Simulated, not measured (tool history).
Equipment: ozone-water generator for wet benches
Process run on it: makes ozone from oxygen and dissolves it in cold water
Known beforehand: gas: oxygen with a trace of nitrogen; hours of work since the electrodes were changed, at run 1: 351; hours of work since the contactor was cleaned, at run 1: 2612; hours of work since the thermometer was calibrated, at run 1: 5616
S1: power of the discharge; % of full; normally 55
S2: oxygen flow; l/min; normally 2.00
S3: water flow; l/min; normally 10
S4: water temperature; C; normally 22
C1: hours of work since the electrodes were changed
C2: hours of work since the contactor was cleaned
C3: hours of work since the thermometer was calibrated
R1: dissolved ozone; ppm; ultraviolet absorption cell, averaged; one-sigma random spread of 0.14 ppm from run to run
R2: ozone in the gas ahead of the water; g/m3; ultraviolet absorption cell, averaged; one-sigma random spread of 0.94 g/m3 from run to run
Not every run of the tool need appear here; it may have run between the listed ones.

run   hour  S1    S2  S3  S4   C1    C2    C3    R1     R2
  1    0.0  55  2.00  10  22  351  2612  5616  15.0  157.6
  2   36.1  55  2.00   9  22  374  2634  5638  16.3  156.7
  3   53.9  55  1.20   9  22  385  2645  5650  15.6  204.5
  4   84.9  55  1.20   9  22  404  2665  5669  15.6  204.7
  5  124.8  55  1.20   9  22  429  2689  5693  15.3  205.1
     138.7  -- water thermometer calibrated
  6  143.2  55  1.20   9  22  440  2700     3  15.6  203.5
  7  182.1  55  1.20   9  22  464  2724    27  15.5  203.3
  8  212.8  55  1.20   9  22  483  2744    46  15.6  206.0
  9  248.9  55  1.20   9  22  505  2766    68  15.6  202.8
 10  267.7  55  1.20   9  22  517  2778    80  15.6  206.4
 11  297.7  55  1.20   9  15  535  2796    99  16.4  203.5
 12  326.1  55  2.00  10  22  553  2814   116  15.1  156.0
 13  343.2  87  2.45  10  22  564  2824   127  22.7  214.0
 14  367.0  87  2.45  10  22  578  2839   141  22.7  213.3
 15  407.4  87  2.45  10  22  603  2864   166  22.8  212.6
 16  441.5  87  2.45  10  22  624  2885   188  22.9  214.0
 17  474.4  81  2.00  10  22  645  2906   208  21.1  221.2
 18  494.2  73  1.26   7  15  657  2918   220  26.5  256.1
 19  518.4  55  1.39   7  22  672  2933   235  19.1  188.8
 20  558.9  55  1.39   6  22  697  2958   260  21.5  190.2
 21  597.7  42  3.19   9  22  721  2982   284  12.9   97.4
 22  620.4  64  2.00  10  28  735  2996   298  15.9  180.9
 23  641.5  64  1.08   7  28  748  3009   312  19.7  246.2
 24  661.9  64  1.08   7  28  761  3022   324  20.0  247.5

Here are 3 independent what-if runs from the current tool condition. What would each one return?
  A  680.8  48  1.27  10  22  773  3033  336   ?   ?
  B  680.8  64  2.20  11  28  773  3033  336   ?   ?
  C  680.8  97  1.09   7  21  773  3033  336   ?   ?

run    R1     R2
  A  12.6  175.0
  B  14.6  171.2
  C  31.1  351.0
Without the tool's hidden state the same runs would have given:
run    R1     R2
  A  13.0  176.4
  B  15.1  173.2
  C  32.1  356.7
